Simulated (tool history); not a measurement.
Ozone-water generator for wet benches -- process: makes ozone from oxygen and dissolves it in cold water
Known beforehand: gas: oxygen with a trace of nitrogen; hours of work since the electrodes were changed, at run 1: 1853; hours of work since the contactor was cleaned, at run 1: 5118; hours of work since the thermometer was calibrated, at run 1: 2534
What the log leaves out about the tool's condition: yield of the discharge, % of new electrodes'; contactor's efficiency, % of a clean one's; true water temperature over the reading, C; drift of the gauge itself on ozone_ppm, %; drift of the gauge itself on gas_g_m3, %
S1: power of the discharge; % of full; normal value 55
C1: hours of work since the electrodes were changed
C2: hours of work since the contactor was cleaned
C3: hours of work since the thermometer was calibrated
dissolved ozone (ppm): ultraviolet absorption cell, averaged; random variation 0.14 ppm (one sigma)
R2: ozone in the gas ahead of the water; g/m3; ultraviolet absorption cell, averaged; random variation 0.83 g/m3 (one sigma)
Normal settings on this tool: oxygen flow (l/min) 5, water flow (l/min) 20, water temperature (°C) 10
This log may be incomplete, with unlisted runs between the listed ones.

run 1 day=0 | S1=55 oxygen_flow_(l/min)=5 water_flow_(l/min)=20 water_temperature_(°C)=10 | C1=1853 C2=5118 C3=2534 | dissolved_ozone_(ppm)=13.8 R2=127.4
run 2 day=3.758 | S1=79 oxygen_flow_(l/min)=5 water_flow_(l/min)=20 water_temperature_(°C)=10 | C1=1932 C2=5197 C3=2613 | dissolved_ozone_(ppm)=17.2 R2=158.3
run 3 day=7.429 | S1=79 oxygen_flow_(l/min)=5 water_flow_(l/min)=20 water_temperature_(°C)=10 | C1=2010 C2=5275 C3=2690 | dissolved_ozone_(ppm)=16.9 R2=154.8
run 4 day=11.45 | S1=79 oxygen_flow_(l/min)=5 water_flow_(l/min)=20 water_temperature_(°C)=10 | C1=2094 C2=5360 C3=2775 | dissolved_ozone_(ppm)=17.1 R2=157.2
run 5 day=14.275 | S1=79 oxygen_flow_(l/min)=5 water_flow_(l/min)=20 water_temperature_(°C)=10 | C1=2154 C2=5419 C3=2835 | dissolved_ozone_(ppm)=17.1 R2=157.1
run 6 day=18.267 | S1=55 oxygen_flow_(l/min)=5 water_flow_(l/min)=19 water_temperature_(°C)=10 | C1=2238 C2=5503 C3=2919 | dissolved_ozone_(ppm)=14.3 R2=125.1
run 7 day=20.229 | S1=55 oxygen_flow_(l/min)=5 water_flow_(l/min)=19 water_temperature_(°C)=10 | C1=2280 C2=5545 C3=2960 | dissolved_ozone_(ppm)=14.1 R2=124.2
run 8 day=24.333 | S1=55 oxygen_flow_(l/min)=5 water_flow_(l/min)=19 water_temperature_(°C)=10 | C1=2366 C2=5631 C3=3047 | dissolved_ozone_(ppm)=14.5 R2=125.4
-- day=24.842 contactor cleaned
run 9 day=27.338 | S1=55 oxygen_flow_(l/min)=5 water_flow_(l/min)=19 water_temperature_(°C)=10 | C1=2426 C2=53 C3=3107 | dissolved_ozone_(ppm)=13.6 R2=125.7
-- day=27.771 water thermometer calibrated
run 10 day=30.121 | S1=55 oxygen_flow_(l/min)=5 water_flow_(l/min)=20 water_temperature_(°C)=10 | C1=2484 C2=111 C3=50 | dissolved_ozone_(ppm)=12.9 R2=125.3
run 11 day=32.375 | S1=55 oxygen_flow_(l/min)=5 water_flow_(l/min)=20 water_temperature_(°C)=10 | C1=2532 C2=159 C3=97 | dissolved_ozone_(ppm)=13 R2=123.3
run 12 day=34.346 | S1=72 oxygen_flow_(l/min)=4.65 water_flow_(l/min)=20 water_temperature_(°C)=12 | C1=2573 C2=200 C3=139 | dissolved_ozone_(ppm)=14.5 R2=148.6
run 13 day=37.996 | S1=50 oxygen_flow_(l/min)=4.65 water_flow_(l/min)=22 water_temperature_(°C)=12 | C1=2650 C2=277 C3=216 | dissolved_ozone_(ppm)=10.7 R2=119.7
run 14 day=40.992 | S1=50 oxygen_flow_(l/min)=4.65 water_flow_(l/min)=22 water_temperature_(°C)=12 | C1=2713 C2=340 C3=279 | dissolved_ozone_(ppm)=10.5 R2=118.8
-- day=44.625 contactor cleaned, once more
run 15 day=45.462 | S1=55 oxygen_flow_(l/min)=5 water_flow_(l/min)=23 water_temperature_(°C)=7 | C1=2804 C2=18 C3=370 | dissolved_ozone_(ppm)=13 R2=124.5
run 16 day=49.088 | S1=65 oxygen_flow_(l/min)=4.23 water_flow_(l/min)=16 water_temperature_(°C)=10 | C1=2881 C2=94 C3=446 | dissolved_ozone_(ppm)=18.6 R2=144.1
run 17 day=51.946 | S1=65 oxygen_flow_(l/min)=4.23 water_flow_(l/min)=16 water_temperature_(°C)=10 | C1=2941 C2=154 C3=506 | dissolved_ozone_(ppm)=18.8 R2=142.6
run 18 day=56.529 | S1=50 oxygen_flow_(l/min)=4.45 water_flow_(l/min)=15 water_temperature_(°C)=10 | C1=3038 C2=251 C3=603 | dissolved_ozone_(ppm)=16.9 R2=119.1
run 19 day=60.267 | S1=50 oxygen_flow_(l/min)=4.45 water_flow_(l/min)=15 water_temperature_(°C)=10 | C1=3116 C2=330 C3=682 | dissolved_ozone_(ppm)=17.2 R2=120.4
run 20 day=62.308 | S1=50 oxygen_flow_(l/min)=4.94 water_flow_(l/min)=15 water_temperature_(°C)=10 | C1=3159 C2=373 C3=725 | dissolved_ozone_(ppm)=17.4 R2=116.9
run 21 day=64.25 | S1=73 oxygen_flow_(l/min)=5 water_flow_(l/min)=20 water_temperature_(°C)=10 | C1=3200 C2=414 C3=766 | dissolved_ozone_(ppm)=16.6 R2=143.3

What if the next run were any one of these 4? Each begins from the tool's condition after run 21:
run A day=67.942 | S1=73 oxygen_flow_(l/min)=7.8 water_flow_(l/min)=20 water_temperature_(°C)=7 | C1=3278 C2=492 C3=844 | dissolved_ozone_(ppm)=? R2=?
run B day=67.942 | S1=55 oxygen_flow_(l/min)=5 water_flow_(l/min)=20 water_temperature_(°C)=8 | C1=3278 C2=492 C3=844 | dissolved_ozone_(ppm)=? R2=?
run C day=67.942 | S1=55 oxygen_flow_(l/min)=5 water_flow_(l/min)=26 water_temperature_(°C)=6 | C1=3278 C2=492 C3=844 | dissolved_ozone_(ppm)=? R2=?
run D day=67.942 | S1=55 oxygen_flow_(l/min)=5 water_flow_(l/min)=20 water_temperature_(°C)=8 | C1=3278 C2=492 C3=844 | dissolved_ozone_(ppm)=? R2=?

run=A dissolved_ozone_(ppm)=19.4 R2=124.7
run=B dissolved_ozone_(ppm)=14.7 R2=121.6
run=C dissolved_ozone_(ppm)=11 R2=121.6
run=D dissolved_ozone_(ppm)=14.7 R2=121.2
The same runs, with their run-to-run variation unchanged, on a tool lacking any hidden condition would have given:
run=A dissolved_ozone_(ppm)=21.7 R2=138
run=B dissolved_ozone_(ppm)=16.2 R2=132.2
run=C dissolved_ozone_(ppm)=12.2 R2=132.1
run=D dissolved_ozone_(ppm)=16.2 R2=131.9
